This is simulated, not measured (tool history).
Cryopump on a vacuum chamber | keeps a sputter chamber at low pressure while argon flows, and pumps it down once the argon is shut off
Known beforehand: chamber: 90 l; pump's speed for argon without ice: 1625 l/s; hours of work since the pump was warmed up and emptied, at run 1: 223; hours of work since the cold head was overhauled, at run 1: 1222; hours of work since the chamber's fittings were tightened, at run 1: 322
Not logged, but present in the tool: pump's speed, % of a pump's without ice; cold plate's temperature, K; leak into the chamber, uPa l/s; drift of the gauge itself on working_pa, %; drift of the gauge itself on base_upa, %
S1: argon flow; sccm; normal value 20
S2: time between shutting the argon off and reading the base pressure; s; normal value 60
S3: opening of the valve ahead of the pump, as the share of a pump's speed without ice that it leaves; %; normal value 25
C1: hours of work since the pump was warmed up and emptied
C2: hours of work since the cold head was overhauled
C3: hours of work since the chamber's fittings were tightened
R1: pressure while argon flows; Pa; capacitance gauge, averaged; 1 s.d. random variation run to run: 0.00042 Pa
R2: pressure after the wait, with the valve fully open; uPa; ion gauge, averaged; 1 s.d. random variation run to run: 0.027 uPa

run	day	S1	S2	S3	C1	C2	C3	R1	R2
1	0	20	60	25	223	1222	322	0.0852	1.34
2	1.179	20	60	25	239	1237	337	0.0847	1.37
3	2.796	20	60	25	260	1259	359	0.0844	1.34
4	4.162	20	60	25	279	1277	377	0.0851	1.38
5	5.146	20	60	52	292	1290	390	0.0409	1.34
6	6.338	20	171	25	308	1306	406	0.0843	0.73
7	8.283	20	60	27	334	1332	432	0.0787	1.33
8	9.979	20	60	25	356	1355	455	0.0849	1.42
9	12.262	20	60	25	387	1385	485	0.0851	1.42
10	14.1	20	42	25	411	1410	510	0.0843	1.78
11	15.525	20	42	25	431	1429	529	0.0854	1.88
12	17.575	20	42	25	458	1456	556	0.0858	1.91
13	18.992	20	60	25	477	1475	575	0.085	1.42
14	20.583	20	60	25	498	1497	597	0.0853	1.45
15	21.783	16	60	25	514	1513	613	0.0677	1.39
16	24.079	20	60	40	545	1543	643	0.0544	1.49
17	25.604	20	60	40	565	1564	664	0.0544	1.46
18	26.875	20	60	40	582	1581	681	0.0555	1.47
19	27.825	20	208	23	595	1593	693	0.0929	0.8

Forecast run 20:
20	29.85	20	208	23	622	1620	720	?	?

{"run 20": {"R1": 0.0928, "R2": 0.81}}
Minus the tool's unlogged condition, the same run would have read R1 0.0901 Pa, R2 0.48 uPa.
